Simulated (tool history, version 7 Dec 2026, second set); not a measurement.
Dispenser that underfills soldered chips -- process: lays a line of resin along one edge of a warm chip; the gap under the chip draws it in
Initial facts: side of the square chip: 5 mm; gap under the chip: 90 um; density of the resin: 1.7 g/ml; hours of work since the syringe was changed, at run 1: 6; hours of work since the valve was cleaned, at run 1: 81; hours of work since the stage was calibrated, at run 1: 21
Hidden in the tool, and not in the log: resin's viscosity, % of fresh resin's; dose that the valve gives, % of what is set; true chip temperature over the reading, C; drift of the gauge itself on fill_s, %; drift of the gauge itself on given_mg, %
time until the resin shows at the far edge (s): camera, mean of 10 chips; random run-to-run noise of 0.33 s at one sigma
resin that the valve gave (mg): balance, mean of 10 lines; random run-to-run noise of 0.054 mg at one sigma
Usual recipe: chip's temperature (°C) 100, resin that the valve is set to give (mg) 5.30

| run | hour | chip's temperature (°C) | resin that the valve is set to give (mg) | hours of work since the syringe was changed | hours of work since the valve was cleaned | hours of work since the stage was calibrated | time until the resin shows at the far edge (s) | resin that the valve gave (mg) |
|---|---|---|---|---|---|---|---|---|
| 1 | 0.0 | 100 | 5.30 | 6 | 81 | 21 | 19.2 | 4.91 |
|  | 5.1 | new syringe of resin |
| 2 | 6.2 | 100 | 5.30 | 1 | 85 | 26 | 13.5 | 4.93 |
| 3 | 9.9 | 100 | 5.30 | 3 | 88 | 28 | 16.7 | 4.97 |
| 4 | 13.0 | 100 | 5.47 | 5 | 90 | 30 | 17.7 | 4.94 |
| 5 | 17.5 | 100 | 5.30 | 9 | 93 | 34 | 22.1 | 4.94 |
|  | 19.1 | new syringe of resin |
| 6 | 21.0 | 100 | 5.30 | 1 | 95 | 36 | 14.3 | 4.80 |
| 7 | 25.8 | 100 | 5.95 | 5 | 99 | 39 | 16.6 | 5.40 |
| 8 | 31.0 | 100 | 5.95 | 8 | 103 | 43 | 20.7 | 5.43 |
|  | 33.0 | new syringe of resin |
| 9 | 37.4 | 100 | 5.95 | 3 | 107 | 47 | 15.7 | 5.43 |
| 10 | 42.6 | 100 | 5.30 | 7 | 110 | 51 | 19.8 | 4.69 |
|  | 47.2 | new syringe of resin |
| 11 | 48.5 | 99 | 5.30 | 1 | 114 | 54 | 14.7 | 4.75 |
| 12 | 52.2 | 99 | 5.30 | 3 | 117 | 57 | 16.9 | 4.79 |
| 13 | 57.1 | 100 | 5.30 | 7 | 120 | 61 | 19.8 | 4.70 |
|  | 61.2 | new syringe of resin |
|  | 63.1 | dispensing valve cleaned and set on the balance |
| 14 | 64.1 | 100 | 5.30 | 1 | 1 | 64 | 14.3 | 5.31 |
| 15 | 68.5 | 100 | 6.28 | 4 | 4 | 68 | 17.0 | 6.19 |
| 16 | 74.0 | 100 | 6.28 | 8 | 8 | 71 | 20.0 | 6.22 |
|  | 76.1 | new syringe of resin |
| 17 | 77.9 | 100 | 5.30 | 1 | 10 | 74 | 13.9 | 5.21 |
| 18 | 84.2 | 100 | 5.30 | 6 | 14 | 78 | 17.6 | 5.22 |
| 19 | 87.6 | 91 | 5.30 | 8 | 17 | 81 | 31.0 | 5.23 |
|  | 90.1 | new syringe of resin |
| 20 | 93.3 | 105 | 5.30 | 2 | 21 | 84 | 11.5 | 5.16 |
| 21 | 99.4 | 110 | 5.88 | 6 | 25 | 89 | 12.5 | 5.74 |
|  | 104.3 | new syringe of resin |
| 22 | 105.0 | 108 | 4.64 | 0 | 29 | 92 | 10.6 | 4.50 |
| 23 | 108.2 | 108 | 4.64 | 3 | 31 | 95 | 11.7 | 4.52 |
| 24 | 112.1 | 97 | 5.06 | 5 | 34 | 97 | 20.7 | 4.90 |
| 25 | 114.9 | 97 | 5.06 | 7 | 35 | 99 | 23.0 | 4.79 |
|  | 118.3 | new syringe of resin |
| 26 | 119.6 | 97 | 5.06 | 1 | 39 | 102 | 15.5 | 4.86 |
| 27 | 125.5 | 101 | 5.94 | 5 | 43 | 106 | 17.1 | 5.69 |
| 28 | 130.4 | 101 | 5.59 | 8 | 46 | 110 | 20.9 | 5.33 |
|  | 132.2 | new syringe of resin |
| 29 | 134.1 | 94 | 6.04 | 1 | 48 | 112 | 18.5 | 5.76 |
| 30 | 140.3 | 96 | 6.23 | 6 | 53 | 117 | 21.0 | 5.99 |
| 31 | 145.2 | 88 | 4.72 | 9 | 56 | 120 | 40.1 | 4.56 |
|  | 146.3 | new syringe of resin |
| 32 | 151.3 | 106 | 6.16 | 3 | 60 | 124 | 11.9 | 5.84 |
| 33 | 154.5 | 106 | 6.16 | 6 | 62 | 126 | 13.6 | 5.84 |
| 34 | 157.8 | 98 | 5.08 | 8 | 65 | 129 | 23.6 | 4.77 |
|  | 160.2 | new syringe of resin |
| 35 | 162.8 | 98 | 5.08 | 2 | 68 | 132 | 16.7 | 4.67 |
| 36 | 166.3 | 98 | 5.08 | 4 | 71 | 134 | 19.5 | 4.73 |
| 37 | 169.3 | 107 | 6.36 | 6 | 73 | 136 | 13.8 | 5.90 |

Measured result minus the same run's result without the hidden state. Both carry the same run-to-run variation, though not necessarily the same gauge scatter:
| run | time until the resin shows at the far edge (s) | resin that the valve gave (mg) |
|---|---|---|
| 1 | +6.1 | -0.42 |
| 2 | +1.0 | -0.43 |
| 3 | +3.3 | -0.45 |
| 4 | +5.2 | -0.47 |
| 5 | +9.2 | -0.47 |
| 6 | +1.5 | -0.48 |
| 7 | +4.2 | -0.56 |
| 8 | +8.3 | -0.58 |
| 9 | +3.0 | -0.60 |
| 10 | +7.1 | -0.55 |
| 11 | +1.4 | -0.57 |
| 12 | +3.6 | -0.58 |
| 13 | +7.3 | -0.60 |
| 14 | +1.5 | -0.01 |
| 15 | +4.2 | -0.03 |
| 16 | +8.1 | -0.05 |
| 17 | +1.2 | -0.05 |
| 18 | +5.2 | -0.07 |
| 19 | +11.9 | -0.09 |
| 20 | +1.7 | -0.11 |
| 21 | +4.0 | -0.14 |
| 22 | +0.6 | -0.13 |
| 23 | +2.1 | -0.14 |
| 24 | +6.2 | -0.16 |
| 25 | +8.7 | -0.17 |
| 26 | +1.5 | -0.18 |
| 27 | +4.7 | -0.24 |
| 28 | +8.4 | -0.24 |
| 29 | +2.0 | -0.28 |
| 30 | +6.4 | -0.32 |
| 31 | +17.4 | -0.25 |
| 32 | +2.6 | -0.35 |
| 33 | +4.4 | -0.36 |
| 34 | +9.5 | -0.31 |
| 35 | +2.5 | -0.32 |
| 36 | +5.0 | -0.34 |
| 37 | +4.7 | -0.43 |
